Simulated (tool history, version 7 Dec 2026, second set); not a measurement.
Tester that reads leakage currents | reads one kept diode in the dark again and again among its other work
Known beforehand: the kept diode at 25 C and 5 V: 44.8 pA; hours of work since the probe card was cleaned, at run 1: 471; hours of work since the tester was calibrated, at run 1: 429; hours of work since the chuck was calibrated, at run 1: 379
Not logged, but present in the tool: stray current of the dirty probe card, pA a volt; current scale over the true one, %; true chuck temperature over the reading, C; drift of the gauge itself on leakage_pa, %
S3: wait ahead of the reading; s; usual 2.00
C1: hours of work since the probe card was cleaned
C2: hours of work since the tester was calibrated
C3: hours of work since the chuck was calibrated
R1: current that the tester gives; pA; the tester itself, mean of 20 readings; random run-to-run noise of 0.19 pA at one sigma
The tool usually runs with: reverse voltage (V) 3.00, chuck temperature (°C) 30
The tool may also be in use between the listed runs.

Run 1, hour 0.0: usual settings; C1 471; C2 429; C3 379. Result: R1 67.91 pA.
Run 2, hour 40.4: usual settings but chuck temperature (°C) 50; C1 501; C2 459; C3 409. Result: R1 368.61 pA.
Run 3, hour 75.5: usual settings but chuck temperature (°C) 50; C1 527; C2 485; C3 435. Result: R1 369.42 pA.
Run 4, hour 99.6: usual settings but S3 7.96 s; C1 545; C2 503; C3 453. Result: R1 68.81 pA.
Run 5, hour 120.1: usual settings but reverse voltage (V) 15.27; C1 561; C2 518; C3 468. Result: R1 134.39 pA.
Run 6, hour 137.7: usual settings but reverse voltage (V) 15.27; C1 574; C2 532; C3 482. Result: R1 135.70 pA.
Run 7, hour 165.9: usual settings but S3 4.82 s; C1 595; C2 553; C3 503. Result: R1 70.08 pA.
Run 8, hour 188.4: usual settings but S3 4.82 s; C1 612; C2 569; C3 520. Result: R1 70.25 pA.
Run 9, hour 222.8: usual settings but chuck temperature (°C) 59; C1 637; C2 595; C3 545. Result: R1 769.59 pA.
Run 10, hour 241.4: usual settings but chuck temperature (°C) 59; C1 651; C2 609; C3 559. Result: R1 767.56 pA.
Run 11, hour 282.9: usual settings but chuck temperature (°C) 59; C1 682; C2 640; C3 590. Result: R1 774.99 pA.
Run 12, hour 318.4: usual settings but chuck temperature (°C) 36; C1 709; C2 667; C3 617. Result: R1 121.44 pA.
Run 13, hour 347.3: usual settings but chuck temperature (°C) 47, S3 3.63 s; C1 731; C2 688; C3 638. Result: R1 305.00 pA.
Run 14, hour 379.7: usual settings but reverse voltage (V) 17.81, chuck temperature (°C) 39, S3 2.56 s; C1 755; C2 713; C3 663. Result: R1 313.35 pA.
Run 15, hour 401.2: usual settings but S3 1.86 s; C1 771; C2 729; C3 679. Result: R1 73.73 pA.
At hour 407.8: probe card cleaned and baked.
Run 16, hour 429.8: usual settings but S3 1.86 s; C1 16; C2 748; C3 698. Result: R1 75.67 pA.
Run 17, hour 465.7: usual settings but S3 1.86 s; C1 43; C2 775; C3 725. Result: R1 75.95 pA.
At hour 484.7: probe card cleaned and baked, once more.
At hour 489.8: chuck's temperature calibrated.
Run 18, hour 491.9: usual settings but chuck temperature (°C) 59, S3 0.57 s; C1 4; C2 790; C3 2. Result: R1 694.01 pA.
Run 19, hour 524.1: usual settings but reverse voltage (V) 1.14, chuck temperature (°C) 32; C1 28; C2 815; C3 26. Result: R1 51.10 pA.
Run 20, hour 561.6: usual settings but reverse voltage (V) 13.96, chuck temperature (°C) 22, S3 5.88 s; C1 56; C2 843; C3 54. Result: R1 51.24 pA.
Run 21, hour 587.7: usual settings but reverse voltage (V) 13.96, chuck temperature (°C) 22, S3 5.88 s; C1 76; C2 862; C3 73. Result: R1 51.95 pA.
Run 22, hour 630.5: usual settings but chuck temperature (°C) 42, S3 2.17 s; C1 108; C2 894; C3 105. Result: R1 179.51 pA.
Run 23, hour 671.7: usual settings but chuck temperature (°C) 42, S3 2.17 s; C1 138; C2 925; C3 136. Result: R1 179.85 pA.
Run 24, hour 700.0: usual settings but reverse voltage (V) 2.83, S3 2.42 s; C1 160; C2 946; C3 157. Result: R1 61.62 pA.

What if the next run were any one of these 4? Each begins from the tool's condition after run 24:
Run A, hour 721.8: usual settings but reverse voltage (V) 2.83, S3 2.31 s; C1 176; C2 962; C3 173. Result: R1 ?.
Run B, hour 721.8: usual settings but reverse voltage (V) 9.89, chuck temperature (°C) 23, S3 3.05 s; C1 176; C2 962; C3 173. Result: R1 ?.
Run C, hour 721.8: usual settings but reverse voltage (V) 3.88; C1 176; C2 962; C3 173. Result: R1 ?.
Run D, hour 721.8: usual settings but reverse voltage (V) 2.83, S3 3.54 s; C1 176; C2 962; C3 173. Result: R1 ?.

run     R1
  A  61.97
  B  53.23
  C  69.69
  D  61.99
Without the tool's hidden state the same runs would have given:
run     R1
  A  58.76
  B  48.40
  C  65.89
  D  58.77
